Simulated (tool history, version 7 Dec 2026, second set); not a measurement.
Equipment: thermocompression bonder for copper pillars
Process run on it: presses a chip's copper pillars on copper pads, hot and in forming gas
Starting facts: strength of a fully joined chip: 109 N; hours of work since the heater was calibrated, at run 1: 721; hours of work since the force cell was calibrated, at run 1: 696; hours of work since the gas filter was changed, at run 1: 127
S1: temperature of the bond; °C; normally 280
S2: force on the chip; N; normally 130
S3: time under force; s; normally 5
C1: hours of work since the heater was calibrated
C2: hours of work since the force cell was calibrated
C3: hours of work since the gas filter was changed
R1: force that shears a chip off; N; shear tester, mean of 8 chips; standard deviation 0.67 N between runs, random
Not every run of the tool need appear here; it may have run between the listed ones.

run   hour   S1   S2  S3   C1    C2   C3    R1
  1      0  280  130   5  721   696  127  40.4
  2   30.5  280  130  11  744   719  150  51.4
  3     59  280  130  11  765   741  172    52
  4   86.7  280  130   6  786   761  193  41.5
  5  112.9  280  130  15  806   781  212  57.1
  6  131.8  280  130  15  820   795  226    57
  7  154.4  280  130  15  837   812  243  55.8
  8  184.2  280  130  15  859   835  266  56.7
     199.5  -- heater calibrated with a thermocouple chip
  9  201.1  280  130  15    1   846  277  60.3
 10  214.7  280  148  15   11   856  287  65.3
 11  236.4  280  148  15   28   872  304    64
 12  264.5  280  148  15   49   893  325    65
 13  287.7  280   97   5   66   911  342  32.6
 14  304.4  280   97   5   79   923  355  32.6
 15    327  280  130  10   96   940  372  51.4
     330.2  -- forming gas filter changed
 16  343.3  280  130  10  108   952   10  57.1
 17  363.1  280  130  10  123   967   25  56.6
 18  382.9  296  130   5  137   982   40  51.5
 19  410.6  261  130   5  158  1003   60  34.7
 20  436.3  261  130   5  178  1022   80  35.1
 21    454  280   82   5  191  1035   93    31
 22  482.3  296  120   3  212  1057  114  40.6
 23  503.5  301  130   5  228  1073  130  51.4
 24  523.4  301  130   5  243  1088  145  51.7
 25  551.7  290  130  15  264  1109  166  66.7
 26  564.2  282  130   4  274  1118  176  38.7
 27  592.6  280  102   5  295  1140  197  33.9
 28  614.3  280  102   5  311  1156  213  34.8
 29  642.8  280  102   5  333  1177  235  33.9
 30  668.7  306   98  12  352  1197  254  58.4
 31  697.9  306   98  12  374  1219  276  58.9
 32  715.1  267   81   3  387  1232  289  19.1
 33  736.7  258  130   5  403  1248  305  30.4

Run 34 comes next. What will it give?
 34  757.3  258  130   5  419  1263  321   ?

For run 34 the tool returned R1 31 N.
Were there no unlogged condition in the tool, this run, its random variation unchanged, would have produced R1 34.8 N.
